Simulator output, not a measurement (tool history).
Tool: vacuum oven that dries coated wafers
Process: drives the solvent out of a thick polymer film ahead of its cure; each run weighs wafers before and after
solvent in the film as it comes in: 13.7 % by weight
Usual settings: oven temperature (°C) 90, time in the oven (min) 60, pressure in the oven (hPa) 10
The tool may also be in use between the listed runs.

run	day	oven temperature (°C)	time in the oven (min)	pressure in the oven (hPa)	solvent left in the film (%)
1	0	90	60	10	1.01
2	0.771	90	60	10	1.04
3	1.271	90	60	10	1.04
4	2.333	90	60	10	1.03
5	3.038	78	60	10	2.92
6	3.771	78	60	10	2.91
7	4.517	78	60	10	2.98
8	5.238	90	60	10	1.04
9	5.875	90	60	10	1.04
10	6.442	103	89	8.4	0.14
11	6.95	103	89	8.4	0.15
12	7.604	102	72	10	0.2
13	8.067	102	90	10	0.23
14	8.675	84	60	15.3	2.02
15	9.517	90	88	10	0.5
16	9.983	92	71	27.7	1.03
17	10.554	92	71	27.7	0.97

5 ways to go on from here, each from the tool as it stands after run 17. What would each give?
# day 11.258: oven's thermocouples calibrated
A	11.525	81	33	12.3	?
# day 11.258: oven's thermocouples calibrated
B	11.525	90	41	7.9	?
# day 11.258: oven's thermocouples calibrated
C	11.525	98	35	27.7	?
# day 11.258: oven's thermocouples calibrated
D	11.525	84	60	10	?
# day 11.258: oven's thermocouples calibrated
E	11.525	92	68	8.1	?

run	solvent left in the film (%)
A	4.56
B	1.9
C	1.51
D	1.75
E	0.55
Without the tool's hidden state the same runs would have given:
run	solvent left in the film (%)
A	4.57
B	1.9
C	1.51
D	1.75
E	0.54
